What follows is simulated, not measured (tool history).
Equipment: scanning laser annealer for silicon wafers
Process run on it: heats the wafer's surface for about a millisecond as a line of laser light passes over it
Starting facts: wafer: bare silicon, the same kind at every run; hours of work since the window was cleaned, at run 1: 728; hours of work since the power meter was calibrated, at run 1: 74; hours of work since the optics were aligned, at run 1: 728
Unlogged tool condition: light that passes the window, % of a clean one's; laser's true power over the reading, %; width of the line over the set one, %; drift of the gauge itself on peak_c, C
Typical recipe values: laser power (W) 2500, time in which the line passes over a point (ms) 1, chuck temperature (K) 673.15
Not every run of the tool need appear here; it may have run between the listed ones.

run	hour	laser power (W)	time in which the line passes over a point (ms)	chuck temperature (K)	hours of work since the window was cleaned	hours of work since the power meter was calibrated	hours of work since the optics were aligned	highest temperature of the surface (K)
1	0	2500	1	673.15	728	74	728	1320.15
2	50	2500	1	673.15	765	110	765	1321.15
# hour 86.2: window over the wafer cleaned
3	98.7	2500	1	673.15	9	144	799	1360.15
# hour 122.7: optics aligned, line set to its width
4	167.7	2500	1	673.15	56	191	33	1371.15
5	229.9	2500	1	673.15	102	237	79	1370.15
6	291.3	2500	1	673.15	147	282	124	1367.15
7	369.5	2500	1	673.15	204	339	181	1357.15
8	440.4	2500	1.05	673.15	256	391	233	1371.15
9	508.4	2500	1.05	673.15	306	441	283	1372.15
10	587	2500	1.05	673.15	363	498	340	1364.15
11	665.1	2500	1	673.15	420	556	397	1345.15
12	707.7	2500	1	673.15	452	587	428	1343.15
13	753.4	2500	1	673.15	485	620	462	1342.15
14	822	2500	1	673.15	535	671	512	1339.15
15	904.3	2500	1.05	697.15	596	731	572	1373.15
16	965.8	2623	1.05	697.15	641	776	618	1407.15
17	1004.1	2623	1.05	697.15	669	804	646	1410.15
18	1056.7	2623	1.05	697.15	707	842	684	1405.15
19	1112.3	2164	1	673.15	748	883	725	1220.15
# hour 1172.9: window over the wafer cleaned
20	1193.6	2500	0.89	674.15	15	941	783	1333.15
# hour 1236.7: optics aligned, line set to its width
21	1257.6	2175	0.9	668.15	58	984	15	1234.15
22	1320.9	2175	0.9	668.15	105	1031	62	1230.15
23	1389.6	2483	0.71	700.15	155	1081	112	1292.15
24	1451.9	2483	0.77	700.15	201	1127	158	1316.15
25	1527.4	2749	1	673.15	256	1182	213	1442.15
26	1608.9	2749	0.78	673.15	316	1242	273	1360.15

Alternative continuations, all from the tool just after run 26; predict every row:
A	1661.9	2564	1.14	673.15	354	1281	311	?
B	1661.9	2749	0.71	673.15	354	1281	311	?
C	1661.9	2283	1	673.15	354	1281	311	?
D	1661.9	2500	1	713.15	354	1281	311	?
E	1661.9	2157	0.78	673.15	354	1281	311	?

run	highest temperature of the surface (K)
A	1415.15
B	1331.15
C	1285.15
D	1392.15
E	1185.15
Without the tool's unlogged condition, the same runs would have read:
run	highest temperature of the surface (K)
A	1441.15
B	1354.15
C	1306.15
D	1416.15
E	1202.15
